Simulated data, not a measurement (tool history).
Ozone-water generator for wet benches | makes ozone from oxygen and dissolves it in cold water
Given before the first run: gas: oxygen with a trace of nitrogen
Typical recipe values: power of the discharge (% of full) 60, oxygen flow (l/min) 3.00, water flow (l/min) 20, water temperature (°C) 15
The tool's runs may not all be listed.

run     day  power of the discharge (% of full)  oxygen flow (l/min)  water flow (l/min)  water temperature (°C)  dissolved ozone (ppm)  ozone in the gas ahead of the water (g/m3)
  1   0.000                                  60                 3.00                  20                      15                   18.2                                       208.3
  2   1.983                                  60                 3.00                  20                      15                   18.1                                       207.4
      3.221  -- contactor cleaned
  3   4.000                                  60                 3.00                  20                      15                   18.3                                       207.7
  4   6.204                                  60                 3.00                  20                      15                   18.5                                       208.2
  5   7.367                                  60                 3.00                  20                      15                   18.4                                       208.7
  6   9.229                                  60                 3.00                  20                      15                   18.3                                       208.7
  7  10.388                                  60                 3.00                  20                      15                   18.4                                       206.5
  8  12.200                                  60                 3.00                  20                      15                   18.4                                       206.0
  9  13.883                                  60                 3.00                  20                      15                   18.1                                       208.1
 10  15.392                                  60                 3.00                  20                      15                   18.4                                       209.2
 11  16.829                                  60                 3.00                  20                      15                   18.4                                       206.6
 12  18.188                                  60                 3.00                  20                      15                   18.1                                       207.2
 13  19.525                                  60                 3.00                  20                      15                   18.1                                       205.3
 14  20.654                                  60                 3.00                  20                      15                   18.0                                       206.2
 15  22.442                                  60                 3.00                  20                      15                   18.2                                       207.0
 16  23.471                                  60                 1.59                  21                       8                   14.9                                       277.0

Expected results for the next run?
 17  25.675                                  60                 4.76                  21                      20                      ?                                           ?

dissolved ozone (ppm): 18.0
ozone in the gas ahead of the water (g/m3): 168.5
The same run, on a tool lacking any hidden state, would have yielded dissolved ozone (ppm) 18.4, ozone in the gas ahead of the water (g/m3) 171.7.
